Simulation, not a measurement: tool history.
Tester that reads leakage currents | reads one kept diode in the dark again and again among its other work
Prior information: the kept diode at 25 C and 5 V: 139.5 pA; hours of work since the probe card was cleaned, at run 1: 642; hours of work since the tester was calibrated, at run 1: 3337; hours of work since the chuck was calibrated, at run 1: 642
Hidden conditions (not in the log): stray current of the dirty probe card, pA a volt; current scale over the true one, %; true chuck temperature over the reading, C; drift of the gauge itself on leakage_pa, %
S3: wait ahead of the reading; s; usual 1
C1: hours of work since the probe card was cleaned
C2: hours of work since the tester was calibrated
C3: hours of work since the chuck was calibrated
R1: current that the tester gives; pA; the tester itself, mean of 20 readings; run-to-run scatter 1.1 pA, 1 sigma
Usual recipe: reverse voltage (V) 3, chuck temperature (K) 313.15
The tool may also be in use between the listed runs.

run 1 hour=0 | reverse_voltage_(V)=3 chuck_temperature_(K)=313.15 S3=1 | C1=642 C2=3337 C3=642 | R1=361.93
run 2 hour=83.4 | reverse_voltage_(V)=3 chuck_temperature_(K)=313.15 S3=1 | C1=695 C2=3390 C3=695 | R1=360.64
run 3 hour=255 | reverse_voltage_(V)=3 chuck_temperature_(K)=306.15 S3=1 | C1=803 C2=3498 C3=803 | R1=204.81
run 4 hour=383.4 | reverse_voltage_(V)=3 chuck_temperature_(K)=313.15 S3=1 | C1=884 C2=3580 C3=884 | R1=355.25
run 5 hour=553.8 | reverse_voltage_(V)=3 chuck_temperature_(K)=314.15 S3=1 | C1=992 C2=3687 C3=992 | R1=382.95
run 6 hour=674 | reverse_voltage_(V)=3 chuck_temperature_(K)=313.15 S3=2.64 | C1=1068 C2=3763 C3=1068 | R1=351.97
run 7 hour=773.5 | reverse_voltage_(V)=3 chuck_temperature_(K)=313.15 S3=1.22 | C1=1131 C2=3826 C3=1131 | R1=351.3
run 8 hour=884.6 | reverse_voltage_(V)=3 chuck_temperature_(K)=313.15 S3=1.22 | C1=1201 C2=3896 C3=1201 | R1=350.1
run 9 hour=977.4 | reverse_voltage_(V)=3 chuck_temperature_(K)=313.15 S3=1 | C1=1260 C2=3955 C3=1260 | R1=349.1
run 10 hour=1050.1 | reverse_voltage_(V)=3 chuck_temperature_(K)=313.15 S3=1 | C1=1306 C2=4001 C3=1306 | R1=350.35
run 11 hour=1197.9 | reverse_voltage_(V)=3 chuck_temperature_(K)=313.15 S3=1 | C1=1399 C2=4095 C3=1399 | R1=344.91
run 12 hour=1360.9 | reverse_voltage_(V)=3 chuck_temperature_(K)=313.15 S3=1 | C1=1502 C2=4198 C3=1502 | R1=344.57
run 13 hour=1540.2 | reverse_voltage_(V)=15.24 chuck_temperature_(K)=313.15 S3=1 | C1=1616 C2=4311 C3=1616 | R1=823.01
run 14 hour=1660.2 | reverse_voltage_(V)=15.24 chuck_temperature_(K)=313.15 S3=1 | C1=1692 C2=4387 C3=1692 | R1=822.03
run 15 hour=1783.9 | reverse_voltage_(V)=3 chuck_temperature_(K)=313.15 S3=1 | C1=1770 C2=4465 C3=1770 | R1=339.85
run 16 hour=1906.9 | reverse_voltage_(V)=6.99 chuck_temperature_(K)=307.15 S3=0.37 | C1=1848 C2=4543 C3=1848 | R1=340.36
-- hour=1976.4 chuck's temperature calibrated
-- hour=2007.2 probe card cleaned and baked
run 17 hour=2071.2 | reverse_voltage_(V)=3 chuck_temperature_(K)=294.15 S3=1.98 | C1=40 C2=4644 C3=58 | R1=72.31
run 18 hour=2177 | reverse_voltage_(V)=3 chuck_temperature_(K)=294.15 S3=1.98 | C1=107 C2=4711 C3=125 | R1=72.45
run 19 hour=2287.4 | reverse_voltage_(V)=3 chuck_temperature_(K)=321.15 S3=1.83 | C1=177 C2=4781 C3=195 | R1=647.41
run 20 hour=2406.2 | reverse_voltage_(V)=3 chuck_temperature_(K)=312.15 S3=0.88 | C1=252 C2=4856 C3=270 | R1=323.58
run 21 hour=2563.1 | reverse_voltage_(V)=2.07 chuck_temperature_(K)=295.15 S3=1 | C1=352 C2=4955 C3=369 | R1=64.64
run 22 hour=2676.4 | reverse_voltage_(V)=3.27 chuck_temperature_(K)=316.15 S3=4.74 | C1=423 C2=5027 C3=441 | R1=457.1
-- hour=2714.1 tester calibrated
run 23 hour=2765.3 | reverse_voltage_(V)=3.27 chuck_temperature_(K)=316.15 S3=4.74 | C1=478 C2=32 C3=496 | R1=462.62
run 24 hour=2932.1 | reverse_voltage_(V)=15.69 chuck_temperature_(K)=327.15 S3=0.86 | C1=584 C2=138 C3=601 | R1=2367.61
run 25 hour=3093.5 | reverse_voltage_(V)=15.69 chuck_temperature_(K)=327.15 S3=0.86 | C1=686 C2=240 C3=703 | R1=2352.97
run 26 hour=3205.3 | reverse_voltage_(V)=15.69 chuck_temperature_(K)=327.15 S3=0.86 | C1=756 C2=311 C3=774 | R1=2359.76
run 27 hour=3347.5 | reverse_voltage_(V)=15.69 chuck_temperature_(K)=327.15 S3=0.86 | C1=846 C2=401 C3=864 | R1=2344.23
run 28 hour=3494.6 | reverse_voltage_(V)=7.25 chuck_temperature_(K)=316.15 S3=0.86 | C1=939 C2=494 C3=957 | R1=685.04
run 29 hour=3643.6 | reverse_voltage_(V)=12.25 chuck_temperature_(K)=318.15 S3=1 | C1=1034 C2=588 C3=1051 | R1=1048.27
run 30 hour=3720.9 | reverse_voltage_(V)=1.55 chuck_temperature_(K)=325.15 S3=1 | C1=1083 C2=637 C3=1100 | R1=595.21

Predict each of these 3 candidate next runs independently; none follows another, all start after run 30:
run A hour=3891.8 | reverse_voltage_(V)=1.28 chuck_temperature_(K)=325.15 S3=7.75 | C1=1191 C2=745 C3=1208 | R1=?
run B hour=3891.8 | reverse_voltage_(V)=1.37 chuck_temperature_(K)=308.15 S3=1.39 | C1=1191 C2=745 C3=1208 | R1=?
run C hour=3891.8 | reverse_voltage_(V)=1.55 chuck_temperature_(K)=323.15 S3=1 | C1=1191 C2=745 C3=1208 | R1=?

run=A R1=531.46
run=B R1=149.46
run=C R1=509.19
With no hidden state in the tool, these same runs would have given:
run=A R1=585.91
run=B R1=164.61
run=C R1=561.37
